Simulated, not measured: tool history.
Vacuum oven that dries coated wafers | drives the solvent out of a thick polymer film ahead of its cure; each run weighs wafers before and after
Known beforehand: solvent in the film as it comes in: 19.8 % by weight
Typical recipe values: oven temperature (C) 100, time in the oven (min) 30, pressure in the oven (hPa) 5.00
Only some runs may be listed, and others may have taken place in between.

run     day  oven temperature (C)  time in the oven (min)  pressure in the oven (hPa)  solvent left in the film (%)
  1   0.000                   100                      30                        5.00                          1.51
  2   1.412                   100                      30                        5.00                          1.44
  3   4.033                   110                      30                        5.00                          0.57
  4   6.525                   110                      30                        5.00                          0.55
  5   8.708                   110                      30                       16.05                          1.01
  6  11.388                   110                      30                       16.05                          1.01
  7  12.950                   100                      26                        5.00                          1.99
  8  15.858                   100                      30                        5.00                          1.49
  9  18.142                   100                      30                        5.00                          1.56
 10  21.025                   100                      30                       12.68                          1.99
 11  22.517                   100                      30                       12.68                          1.99
 12  25.029                   100                      30                        5.00                          1.58
 13  27.658                   100                      30                        5.00                          1.61
 14  29.150                   100                      30                        7.91                          1.79
 15  32.088                   100                      30                        7.91                          1.83
 16  33.967                   100                      30                        7.91                          1.82
 17  36.546                   100                      16                       16.36                          5.01
 18  39.212                   100                      21                        5.15                          3.08
 19  41.796                   100                      38                        5.15                          1.06
 20  44.546                    95                      53                        5.00                          0.94
 21  46.188                    88                      27                       10.67                          4.99
 22  48.204                    91                      30                        5.00                          3.34
 23  50.667                   112                      16                       11.07                          2.36
 24  52.296                   113                      30                        2.70                          0.46
 25  54.012                   100                      26                        4.92                          2.28
 26  56.996                   100                      26                        4.92                          2.33
     58.483  -- oven's thermocouples calibrated
 27  58.596                   102                      31                        5.11                          1.34
 28  60.175                   102                      31                        5.11                          1.35
 29  61.896                   114                      25                       11.11                          0.92
 30  63.892                   114                      25                        6.66                          0.73
 31  65.750                    89                      25                       14.12                          5.42

Predict each of these 3 candidate next runs independently; none follows another, all start after run 31:
  A  67.129                   100                      27                        5.00                             ?
  B  67.129                   100                      47                        5.00                             ?
  C  67.129                    99                      45                        5.00                             ?

run  solvent left in the film (%)
  A                          2.12
  B                          0.70
  C                          0.87
With no hidden state in the tool, these same runs would have given:
run  solvent left in the film (%)
  A                          1.91
  B                          0.51
  C                          0.67
